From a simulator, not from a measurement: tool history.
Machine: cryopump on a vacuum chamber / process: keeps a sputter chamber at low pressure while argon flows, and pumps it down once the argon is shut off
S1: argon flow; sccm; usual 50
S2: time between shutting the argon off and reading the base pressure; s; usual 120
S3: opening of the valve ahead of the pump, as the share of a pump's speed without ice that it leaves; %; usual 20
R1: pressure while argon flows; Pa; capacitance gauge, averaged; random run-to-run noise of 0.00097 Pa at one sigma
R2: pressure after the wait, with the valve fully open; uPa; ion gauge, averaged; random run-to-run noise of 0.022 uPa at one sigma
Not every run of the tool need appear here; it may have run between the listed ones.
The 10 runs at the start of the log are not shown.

{"run": 11, "hour": 121.8, "S1": 50, "S2": 120, "S3": 26, "R1": 0.1699, "R2": 0.82}
{"run": 12, "hour": 136.8, "S1": 50, "S2": 120, "S3": 26, "R1": 0.1693, "R2": 0.82}
{"run": 13, "hour": 144.9, "S1": 50, "S2": 120, "S3": 26, "R1": 0.1692, "R2": 0.85}
{"run": 14, "hour": 155.5, "S1": 50, "S2": 120, "S3": 26, "R1": 0.1698, "R2": 0.83}
{"run": 15, "hour": 171.5, "S1": 48, "S2": 120, "S3": 26, "R1": 0.1638, "R2": 0.88}
{"run": 16, "hour": 179.2, "S1": 50, "S2": 120, "S3": 20, "R1": 0.2184, "R2": 0.87}
{"run": 17, "hour": 193.5, "S1": 50, "S2": 120, "S3": 20, "R1": 0.2191, "R2": 0.87}
{"run": 18, "hour": 202.2, "S1": 50, "S2": 120, "S3": 20, "R1": 0.2179, "R2": 0.87}
{"run": 19, "hour": 215.6, "S1": 50, "S2": 36, "S3": 20, "R1": 0.2194, "R2": 1.83}
{"run": 20, "hour": 224.7, "S1": 50, "S2": 28, "S3": 41, "R1": 0.1136, "R2": 2.26}
{"run": 21, "hour": 238.5, "S1": 50, "S2": 28, "S3": 41, "R1": 0.1141, "R2": 2.25}
{"run": 22, "hour": 253.5, "S1": 89, "S2": 137, "S3": 46, "R1": 0.1834, "R2": 0.86}
{"run": 23, "hour": 263.8, "S1": 23, "S2": 146, "S3": 20, "R1": 0.1017, "R2": 0.8}
{"hour": 277.4, "done": "pump warmed up, emptied and cooled again"}
{"run": 24, "hour": 285.0, "S1": 23, "S2": 146, "S3": 20, "R1": 0.0959, "R2": 0.73}
{"run": 25, "hour": 292.0, "S1": 23, "S2": 146, "S3": 20, "R1": 0.0954, "R2": 0.73}
{"run": 26, "hour": 305.7, "S1": 23, "S2": 146, "S3": 20, "R1": 0.097, "R2": 0.72}
{"run": 27, "hour": 316.0, "S1": 23, "S2": 146, "S3": 20, "R1": 0.0971, "R2": 0.72}
{"run": 28, "hour": 327.8, "S1": 95, "S2": 77, "S3": 20, "R1": 0.3972, "R2": 1.05}
{"run": 29, "hour": 342.2, "S1": 95, "S2": 77, "S3": 20, "R1": 0.398, "R2": 1.07}
{"run": 30, "hour": 354.6, "S1": 95, "S2": 77, "S3": 20, "R1": 0.4002, "R2": 1.05}
{"run": 31, "hour": 367.1, "S1": 50, "S2": 33, "S3": 56, "R1": 0.0765, "R2": 1.98}
{"run": 32, "hour": 377.0, "S1": 50, "S2": 33, "S3": 56, "R1": 0.0775, "R2": 1.95}
{"run": 33, "hour": 390.9, "S1": 84, "S2": 33, "S3": 17, "R1": 0.4156, "R2": 1.93}
{"run": 34, "hour": 402.1, "S1": 84, "S2": 33, "S3": 17, "R1": 0.4196, "R2": 1.97}
{"run": 35, "hour": 414.9, "S1": 84, "S2": 136, "S3": 26, "R1": 0.275, "R2": 0.78}

3 options for the next run, each taken on its own from the tool as it stands now. Forecast them:
{"run": "A", "hour": 424.6, "S1": 84, "S2": 41, "S3": 26, "R1": "?", "R2": "?"}
{"run": "B", "hour": 424.6, "S1": 54, "S2": 190, "S3": 26, "R1": "?", "R2": "?"}
{"run": "C", "hour": 424.6, "S1": 84, "S2": 80, "S3": 26, "R1": "?", "R2": "?"}

run=A R1=0.2746 R2=1.67
run=B R1=0.1776 R2=0.67
run=C R1=0.2748 R2=1.03
Without the tool's unlogged condition, the same runs would have read:
run=A R1=0.2680 R2=1.38
run=B R1=0.1733 R2=0.38
run=C R1=0.2682 R2=0.74
